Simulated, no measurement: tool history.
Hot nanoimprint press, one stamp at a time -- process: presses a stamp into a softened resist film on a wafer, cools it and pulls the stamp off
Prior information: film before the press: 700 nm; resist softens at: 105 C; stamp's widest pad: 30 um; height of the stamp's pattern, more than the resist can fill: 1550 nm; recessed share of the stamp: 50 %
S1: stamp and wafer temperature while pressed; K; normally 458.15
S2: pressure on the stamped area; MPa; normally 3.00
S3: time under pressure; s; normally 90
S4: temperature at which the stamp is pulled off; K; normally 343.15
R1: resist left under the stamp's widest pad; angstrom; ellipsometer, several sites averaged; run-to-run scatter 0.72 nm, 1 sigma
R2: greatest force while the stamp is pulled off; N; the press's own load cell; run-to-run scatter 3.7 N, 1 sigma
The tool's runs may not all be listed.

{"run": 1, "hour": 0.0, "S1": 458.15, "S2": 3.0, "S3": 90, "S4": 343.15, "R1": 3878, "R2": 181}
{"run": 2, "hour": 17.9, "S1": 458.15, "S2": 3.0, "S3": 90, "S4": 343.15, "R1": 3885, "R2": 183}
{"run": 3, "hour": 47.0, "S1": 458.15, "S2": 3.0, "S3": 90, "S4": 343.15, "R1": 3879, "R2": 179}
{"run": 4, "hour": 84.4, "S1": 458.15, "S2": 3.0, "S3": 90, "S4": 343.15, "R1": 3878, "R2": 181}
{"run": 5, "hour": 127.1, "S1": 458.15, "S2": 3.0, "S3": 90, "S4": 343.15, "R1": 3866, "R2": 179}
{"run": 6, "hour": 151.7, "S1": 458.15, "S2": 3.0, "S3": 90, "S4": 343.15, "R1": 3877, "R2": 176}
{"run": 7, "hour": 186.7, "S1": 458.15, "S2": 3.0, "S3": 90, "S4": 343.15, "R1": 3876, "R2": 181}
{"run": 8, "hour": 216.1, "S1": 448.15, "S2": 4.3, "S3": 130, "S4": 332.15, "R1": 4300, "R2": 214}
{"hour": 224.0, "done": "stamp cleaned and given a new release coat"}
{"run": 9, "hour": 245.1, "S1": 469.15, "S2": 3.0, "S3": 90, "S4": 333.15, "R1": 2596, "R2": 201}
{"run": 10, "hour": 284.4, "S1": 469.15, "S2": 3.0, "S3": 90, "S4": 333.15, "R1": 2602, "R2": 201}
{"run": 11, "hour": 324.8, "S1": 457.15, "S2": 3.06, "S3": 68, "S4": 348.15, "R1": 4322, "R2": 167}
{"run": 12, "hour": 359.1, "S1": 457.15, "S2": 3.06, "S3": 163, "S4": 346.15, "R1": 3200, "R2": 168}

Some steps in R1, run to run, broken into two amounts with sign: the step expected even without the hidden condition (settings, incoming material, random variation), and the rest, left for the hidden condition together with whatever gauge scatter is not in both the measured and the hidden-condition-free result:
What the log doesn't record here: true temperature over the reading, C; pressure that arrives at the usual setting, %; grip of the stamp's worn release coat, % over a new coat's; drift of the gauge itself on residual_nm, %; drift of the gauge itself on pull_off_n, %.
Run 10 -> 11: S1 469.15 -> 457.15, S2 3.00 -> 3.06, S3 90 -> 68, S4 333.15 -> 348.15. R1 +1720 angstrom: hidden state -17, all else +1737.

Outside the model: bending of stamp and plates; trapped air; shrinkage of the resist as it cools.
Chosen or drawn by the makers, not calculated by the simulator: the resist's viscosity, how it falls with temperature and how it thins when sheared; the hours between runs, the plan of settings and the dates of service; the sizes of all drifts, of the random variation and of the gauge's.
